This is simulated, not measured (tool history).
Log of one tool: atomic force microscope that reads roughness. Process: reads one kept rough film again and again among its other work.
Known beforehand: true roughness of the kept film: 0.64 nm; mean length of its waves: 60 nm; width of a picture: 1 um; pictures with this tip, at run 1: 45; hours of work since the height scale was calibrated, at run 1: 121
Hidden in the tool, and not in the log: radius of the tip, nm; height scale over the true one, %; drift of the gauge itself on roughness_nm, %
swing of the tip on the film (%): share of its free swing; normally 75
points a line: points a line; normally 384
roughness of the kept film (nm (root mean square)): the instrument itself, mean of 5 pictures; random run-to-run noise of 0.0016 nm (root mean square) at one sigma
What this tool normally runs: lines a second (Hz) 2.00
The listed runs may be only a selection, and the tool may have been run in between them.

run,hour,lines a second (Hz),swing of the tip on the film (%),points a line,pictures with this tip,hours of work since the height scale was calibrated,roughness of the kept film (nm (root mean square))
1,0.0,2.00,75,384,45,121,0.544
2,7.5,2.00,75,384,55,124,0.545
3,13.6,2.00,75,384,63,127,0.542
4,19.4,2.00,75,384,70,130,0.543
5,29.5,2.00,75,384,83,135,0.540
6,40.2,2.00,75,384,97,140,0.540
7,51.7,2.00,75,384,112,145,0.543
8,59.6,2.00,60,384,123,149,0.585
9,70.2,1.15,75,384,136,153,0.572
10,80.6,0.81,75,384,150,158,0.584
11,91.9,2.00,75,384,164,163,0.538
12,97.2,2.00,75,384,171,166,0.538
13,109.5,2.00,81,384,187,172,0.511
14,120.3,2.00,75,384,201,177,0.536
15,131.6,2.00,75,384,216,182,0.534
16,137.5,2.00,75,384,224,185,0.534
# hour 147.0: new tip fitted
17,148.2,2.00,75,384,1,189,0.545
18,159.6,2.00,75,542,16,194,0.543
19,166.9,2.00,75,542,25,198,0.547
20,172.4,2.00,68,384,33,200,0.571
21,182.8,2.00,75,384,46,205,0.543
22,190.2,2.00,75,384,56,209,0.543
23,196.2,2.06,75,384,64,211,0.540
24,205.7,2.06,75,384,76,216,0.542
25,218.6,2.06,75,454,93,222,0.539
26,224.5,2.06,75,374,100,224,0.537
27,230.1,2.06,75,308,108,227,0.534
28,238.5,2.12,75,573,119,231,0.535
29,249.0,1.95,72,472,132,236,0.549
30,257.4,2.39,59,475,143,240,0.581
31,266.0,2.65,75,356,154,244,0.513
32,275.7,0.60,55,930,167,248,0.617
# hour 277.8: height scale calibrated on a step standard
33,285.2,0.74,81,384,178,3,0.575
34,293.7,0.74,81,292,189,7,0.574
35,300.5,2.57,81,943,198,10,0.486
# hour 307.8: height scale calibrated on a step standard, once more
36,312.4,1.33,75,384,212,2,0.560
37,323.3,1.33,75,384,226,7,0.558
# hour 331.0: new tip fitted
38,335.4,2.00,75,371,5,13,0.546
39,344.1,2.59,75,384,17,17,0.522
40,351.8,2.00,88,384,27,20,0.483
41,364.8,1.59,88,384,44,26,0.506
42,375.9,1.59,88,384,58,31,0.505
43,387.3,2.00,86,384,73,36,0.491
44,397.4,1.47,70,384,86,41,0.577
45,406.1,3.90,64,876,97,45,0.540
46,416.6,3.81,75,607,111,50,0.478
47,425.7,0.93,77,384,123,54,0.577
48,434.4,1.30,61,799,134,58,0.598
49,447.0,1.55,75,777,151,64,0.554
50,453.6,1.55,75,752,159,67,0.553
51,465.7,1.55,75,752,175,73,0.552
52,475.3,1.55,67,752,188,77,0.578
53,485.4,0.90,77,521,201,82,0.575
54,491.9,3.74,72,901,209,85,0.492

Run by run, hidden condition taken away, random variation retained:
run,roughness of the kept film (nm (root mean square))
1,0.547
2,0.548
3,0.545
4,0.546
5,0.545
6,0.545
7,0.549
8,0.593
9,0.580
10,0.593
11,0.547
12,0.548
13,0.521
14,0.547
15,0.546
16,0.546
17,0.545
18,0.544
19,0.548
20,0.573
21,0.546
22,0.547
23,0.544
24,0.546
25,0.544
26,0.543
27,0.540
28,0.542
29,0.557
30,0.590
31,0.521
32,0.628
33,0.586
34,0.586
35,0.496
36,0.574
37,0.572
38,0.547
39,0.524
40,0.485
41,0.509
42,0.509
43,0.496
44,0.582
45,0.545
46,0.484
47,0.585
48,0.607
49,0.563
50,0.563
51,0.563
52,0.590
53,0.587
54,0.503
